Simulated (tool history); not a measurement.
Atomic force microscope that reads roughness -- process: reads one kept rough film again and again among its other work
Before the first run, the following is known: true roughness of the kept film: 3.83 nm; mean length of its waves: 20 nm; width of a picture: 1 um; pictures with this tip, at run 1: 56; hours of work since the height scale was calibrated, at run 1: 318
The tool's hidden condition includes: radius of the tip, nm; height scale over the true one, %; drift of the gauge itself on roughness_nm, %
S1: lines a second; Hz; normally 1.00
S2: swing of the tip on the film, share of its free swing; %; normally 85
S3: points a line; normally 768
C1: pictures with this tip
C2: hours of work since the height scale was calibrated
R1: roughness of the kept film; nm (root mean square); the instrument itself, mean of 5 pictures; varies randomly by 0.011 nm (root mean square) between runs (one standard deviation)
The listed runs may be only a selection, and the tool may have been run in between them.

run,hour,S1,S2,S3,C1,C2,R1
1,0.0,1.00,85,768,56,318,2.227
# hour 4.4: new tip fitted
2,24.9,1.00,85,1004,44,337,2.272
# hour 38.4: new tip fitted
3,65.9,1.00,85,1004,59,368,2.143
# hour 71.6: new tip fitted
4,86.6,1.00,85,1004,32,384,2.343
# hour 104.1: new tip fitted
5,116.9,1.00,85,768,27,407,2.409
# hour 136.0: new tip fitted
6,138.7,1.00,85,768,6,423,2.595
# hour 168.0: new tip fitted
7,184.0,1.00,85,768,34,457,2.309
# hour 200.5: new tip fitted
8,228.9,1.00,85,768,61,491,2.166
# hour 231.6: new tip fitted
# hour 262.4: new tip fitted
9,275.3,1.00,85,768,28,526,2.422
# hour 296.1: new tip fitted
10,306.3,1.00,85,768,22,549,2.469
# hour 326.6: new tip fitted
11,326.6,1.00,85,768,0,565,2.648
12,348.1,0.99,77,768,46,581,2.363
# hour 358.6: new tip fitted
13,381.5,0.99,77,768,49,606,2.326

What will run 14 give?
# hour 392.5: new tip fitted
14,404.8,1.00,77,262,27,624,?

R1: 2.449 nm (root mean square)
With the hidden condition absent and the run-to-run variation left alone, this run would have shown R1 2.691 nm (root mean square).
